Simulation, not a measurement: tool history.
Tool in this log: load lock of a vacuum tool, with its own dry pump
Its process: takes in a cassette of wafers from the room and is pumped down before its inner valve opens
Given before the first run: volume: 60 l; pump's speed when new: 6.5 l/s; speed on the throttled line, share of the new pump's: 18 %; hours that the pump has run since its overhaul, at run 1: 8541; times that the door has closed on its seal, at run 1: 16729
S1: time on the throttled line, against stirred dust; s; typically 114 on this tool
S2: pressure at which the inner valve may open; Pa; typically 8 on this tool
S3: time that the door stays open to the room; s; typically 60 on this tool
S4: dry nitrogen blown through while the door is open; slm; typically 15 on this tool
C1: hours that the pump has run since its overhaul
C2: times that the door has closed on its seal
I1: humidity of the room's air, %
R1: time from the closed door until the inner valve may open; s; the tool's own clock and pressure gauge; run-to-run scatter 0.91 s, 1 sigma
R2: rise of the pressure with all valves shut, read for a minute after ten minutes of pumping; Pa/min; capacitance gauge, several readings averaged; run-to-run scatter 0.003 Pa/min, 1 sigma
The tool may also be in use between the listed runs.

run 1 hour=0 | S1=114 S2=8 S3=60 S4=15 | C1=8541 C2=16729 | I1=43.7 | R1=189.8 R2=0.049
run 2 hour=168.3 | S1=114 S2=8 S3=60 S4=15 | C1=8709 C2=17226 | I1=46.2 | R1=192.6 R2=0.054
run 3 hour=249.5 | S1=114 S2=8 S3=60 S4=15 | C1=8791 C2=17465 | I1=47.2 | R1=190.3 R2=0.055
run 4 hour=321.6 | S1=114 S2=8 S3=60 S4=15 | C1=8863 C2=17678 | I1=45 | R1=191.3 R2=0.06
run 5 hour=450.8 | S1=114 S2=8 S3=60 S4=15 | C1=8992 C2=18059 | I1=44.8 | R1=192.9 R2=0.055
run 6 hour=549.7 | S1=114 S2=8 S3=60 S4=15 | C1=9091 C2=18351 | I1=47.8 | R1=190.4 R2=0.06
run 7 hour=654.9 | S1=114 S2=8 S3=60 S4=15 | C1=9196 C2=18661 | I1=47.9 | R1=190.8 R2=0.058
run 8 hour=831.3 | S1=114 S2=8 S3=60 S4=15 | C1=9372 C2=19181 | I1=42.7 | R1=192.9 R2=0.058
run 9 hour=909.9 | S1=114 S2=8 S3=60 S4=15 | C1=9451 C2=19413 | I1=49.7 | R1=192.6 R2=0.062
run 10 hour=1054.3 | S1=114 S2=8 S3=60 S4=15 | C1=9595 C2=19839 | I1=47.1 | R1=192.7 R2=0.059
run 11 hour=1189.3 | S1=114 S2=8 S3=60 S4=15 | C1=9730 C2=20237 | I1=44.3 | R1=191.5 R2=0.064
run 12 hour=1325.8 | S1=114 S2=8 S3=60 S4=15 | C1=9867 C2=20640 | I1=46.6 | R1=193.4 R2=0.059
run 13 hour=1462.1 | S1=114 S2=8 S3=60 S4=15 | C1=10003 C2=21042 | I1=45.8 | R1=192.2 R2=0.062
run 14 hour=1593.8 | S1=61 S2=8 S3=35 S4=7 | C1=10135 C2=21431 | I1=45.9 | R1=151.6 R2=0.061
run 15 hour=1683.6 | S1=73 S2=13 S3=89 S4=11 | C1=10225 C2=21695 | I1=42.8 | R1=155 R2=0.077
run 16 hour=1828.8 | S1=178 S2=8 S3=183 S4=15 | C1=10370 C2=22124 | I1=49.5 | R1=240.9 R2=0.118
run 17 hour=1985.9 | S1=178 S2=8 S3=183 S4=15 | C1=10527 C2=22587 | I1=44.7 | R1=242.6 R2=0.108
run 18 hour=2072.7 | S1=114 S2=8 S3=60 S4=15 | C1=10614 C2=22843 | I1=44.6 | R1=194.8 R2=0.07
run 19 hour=2144 | S1=114 S2=6 S3=60 S4=5 | C1=10685 C2=23054 | I1=47.9 | R1=198.2 R2=0.083
run 20 hour=2300.6 | S1=114 S2=6 S3=60 S4=5 | C1=10842 C2=23515 | I1=42.5 | R1=197.1 R2=0.086
run 21 hour=2468.6 | S1=114 S2=6 S3=60 S4=5 | C1=11010 C2=24011 | I1=44.7 | R1=197.3 R2=0.079
run 22 hour=2622.1 | S1=120 S2=8 S3=60 S4=13 | C1=11163 C2=24464 | I1=46.2 | R1=200.3 R2=0.067
run 23 hour=2716.8 | S1=81 S2=13 S3=78 S4=9 | C1=11258 C2=24743 | I1=45.2 | R1=162.3 R2=0.086
run 24 hour=2853.1 | S1=149 S2=10 S3=60 S4=15 | C1=11394 C2=25145 | I1=43.5 | R1=218.2 R2=0.066
run 25 hour=2974.5 | S1=149 S2=10 S3=96 S4=15 | C1=11515 C2=25503 | I1=44.7 | R1=218.5 R2=0.08

Forecast each of these 4 alternatives for the next run:
run A hour=3055.9 | S1=85 S2=12 S3=96 S4=29 | C1=11597 C2=25743 | I1=39.4 | R1=? R2=?
run B hour=3055.9 | S1=149 S2=10 S3=82 S4=12 | C1=11597 C2=25743 | I1=44.7 | R1=? R2=?
run C hour=3055.9 | S1=217 S2=10 S3=138 S4=6 | C1=11597 C2=25743 | I1=42.7 | R1=? R2=?
run D hour=3055.9 | S1=211 S2=7 S3=29 S4=15 | C1=11597 C2=25743 | I1=44.8 | R1=? R2=?

run=A R1=168 R2=0.065
run=B R1=218.8 R2=0.081
run=C R1=273.6 R2=0.121
run=D R1=272.7 R2=0.055
With the hidden condition removed and each run's random variation left untouched, the same runs would have given:
run=A R1=153.2 R2=0.035
run=B R1=206.2 R2=0.051
run=C R1=263.7 R2=0.092
run=D R1=261.6 R2=0.025
